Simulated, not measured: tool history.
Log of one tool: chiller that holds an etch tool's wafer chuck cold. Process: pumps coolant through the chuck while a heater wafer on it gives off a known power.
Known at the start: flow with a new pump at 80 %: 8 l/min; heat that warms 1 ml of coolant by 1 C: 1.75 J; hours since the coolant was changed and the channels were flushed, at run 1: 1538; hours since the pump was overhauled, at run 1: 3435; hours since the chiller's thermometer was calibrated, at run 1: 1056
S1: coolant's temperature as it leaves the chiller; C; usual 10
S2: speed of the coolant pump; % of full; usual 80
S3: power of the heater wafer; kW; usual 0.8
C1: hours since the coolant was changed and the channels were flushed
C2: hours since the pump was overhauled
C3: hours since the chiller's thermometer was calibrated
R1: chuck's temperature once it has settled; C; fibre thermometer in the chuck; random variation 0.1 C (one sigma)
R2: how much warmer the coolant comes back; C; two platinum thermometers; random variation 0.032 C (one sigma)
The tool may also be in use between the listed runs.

run 1 hour=0 | S1=10 S2=80 S3=0.8 | C1=1538 C2=3435 C3=1056 | R1=16.9 R2=3.41
run 2 hour=215.2 | S1=12 S2=80 S3=0.8 | C1=1753 C2=3650 C3=1271 | R1=18.9 R2=3.4
run 3 hour=305.7 | S1=17 S2=80 S3=0.8 | C1=1844 C2=3741 C3=1362 | R1=24 R2=3.45
run 4 hour=442.6 | S1=17 S2=80 S3=0.8 | C1=1981 C2=3878 C3=1499 | R1=23.8 R2=3.42
run 5 hour=635 | S1=17 S2=80 S3=0.8 | C1=2173 C2=4070 C3=1691 | R1=23.9 R2=3.46
run 6 hour=736.1 | S1=17 S2=80 S3=0.8 | C1=2274 C2=4171 C3=1792 | R1=23.8 R2=3.44
run 7 hour=937.1 | S1=10 S2=80 S3=0.8 | C1=2475 C2=4372 C3=1993 | R1=17 R2=3.5
run 8 hour=1096.8 | S1=10 S2=80 S3=0.8 | C1=2635 C2=4532 C3=2153 | R1=16.9 R2=3.43
run 9 hour=1306.6 | S1=10 S2=80 S3=0.8 | C1=2845 C2=4742 C3=2363 | R1=17 R2=3.46
run 10 hour=1482.4 | S1=10 S2=80 S3=0.8 | C1=3020 C2=4918 C3=2538 | R1=17 R2=3.46
run 11 hour=1592.8 | S1=10 S2=80 S3=0.8 | C1=3131 C2=5028 C3=2649 | R1=16.9 R2=3.46
run 12 hour=1780.4 | S1=10 S2=62 S3=0.8 | C1=3318 C2=5216 C3=2836 | R1=18.6 R2=4.62
run 13 hour=1875.6 | S1=10 S2=62 S3=0.8 | C1=3414 C2=5311 C3=2932 | R1=18.6 R2=4.58
run 14 hour=2082 | S1=12 S2=80 S3=0.8 | C1=3620 C2=5517 C3=3138 | R1=18.8 R2=3.48
run 15 hour=2278.3 | S1=12 S2=80 S3=0.8 | C1=3816 C2=5713 C3=3334 | R1=18.8 R2=3.41
run 16 hour=2416.5 | S1=12 S2=80 S3=0.8 | C1=3955 C2=5852 C3=3472 | R1=18.9 R2=3.41
run 17 hour=2570.7 | S1=1 S2=80 S3=0.501 | C1=4109 C2=6006 C3=3627 | R1=5.2 R2=2.12
run 18 hour=2669.5 | S1=18 S2=76 S3=0.607 | C1=4208 C2=6105 C3=3726 | R1=23.5 R2=2.75
run 19 hour=2886.8 | S1=8 S2=66 S3=0.748 | C1=4425 C2=6322 C3=3943 | R1=15.6 R2=4.04
run 20 hour=3100.2 | S1=8 S2=66 S3=0.748 | C1=4638 C2=6535 C3=4156 | R1=15.6 R2=4.02
run 21 hour=3206.2 | S1=8 S2=81 S3=0.792 | C1=4744 C2=6641 C3=4262 | R1=14.8 R2=3.37
run 22 hour=3322.2 | S1=8 S2=81 S3=0.792 | C1=4860 C2=6757 C3=4378 | R1=14.6 R2=3.38
run 23 hour=3467.1 | S1=8 S2=72 S3=0.792 | C1=5005 C2=6902 C3=4523 | R1=15.4 R2=3.86
run 24 hour=3651.8 | S1=8 S2=80 S3=0.617 | C1=5190 C2=7087 C3=4708 | R1=13.3 R2=2.65
run 25 hour=3863.6 | S1=8 S2=91 S3=0.617 | C1=5402 C2=7299 C3=4920 | R1=12.9 R2=2.3
run 26 hour=4039 | S1=10 S2=80 S3=0.8 | C1=5577 C2=7474 C3=5095 | R1=17 R2=3.5
run 27 hour=4157.9 | S1=10 S2=80 S3=0.8 | C1=5696 C2=7593 C3=5214 | R1=16.9 R2=3.48
-- hour=4205.1 chiller's thermometer calibrated
run 28 hour=4328.2 | S1=10 S2=73 S3=0.887 | C1=5865 C2=7762 C3=123 | R1=18.3 R2=4.23
run 29 hour=4436 | S1=10 S2=89 S3=0.769 | C1=5973 C2=7870 C3=231 | R1=16.1 R2=2.91
run 30 hour=4570.8 | S1=17 S2=80 S3=0.8 | C1=6108 C2=8005 C3=366 | R1=23.9 R2=3.45
run 31 hour=4773.5 | S1=13 S2=72 S3=0.785 | C1=6311 C2=8208 C3=568 | R1=20.5 R2=3.82

4 ways to go on from here, each from the tool as it stands after run 31. What would each give?
run A hour=4898.2 | S1=1 S2=80 S3=0.8 | C1=6435 C2=8332 C3=693 | R1=? R2=?
run B hour=4898.2 | S1=7 S2=80 S3=0.8 | C1=6435 C2=8332 C3=693 | R1=? R2=?
run C hour=4898.2 | S1=7 S2=72 S3=0.785 | C1=6435 C2=8332 C3=693 | R1=? R2=?
run D hour=4898.2 | S1=10 S2=74 S3=0.822 | C1=6435 C2=8332 C3=693 | R1=? R2=?

run=A R1=7.8 R2=3.4
run=B R1=14.2 R2=3.44
run=C R1=14.4 R2=3.74
run=D R1=17.6 R2=3.87
Without the tool's hidden state the same runs would have given:
run=A R1=7.8 R2=3.39
run=B R1=14.1 R2=3.43
run=C R1=14.4 R2=3.73
run=D R1=17.5 R2=3.86

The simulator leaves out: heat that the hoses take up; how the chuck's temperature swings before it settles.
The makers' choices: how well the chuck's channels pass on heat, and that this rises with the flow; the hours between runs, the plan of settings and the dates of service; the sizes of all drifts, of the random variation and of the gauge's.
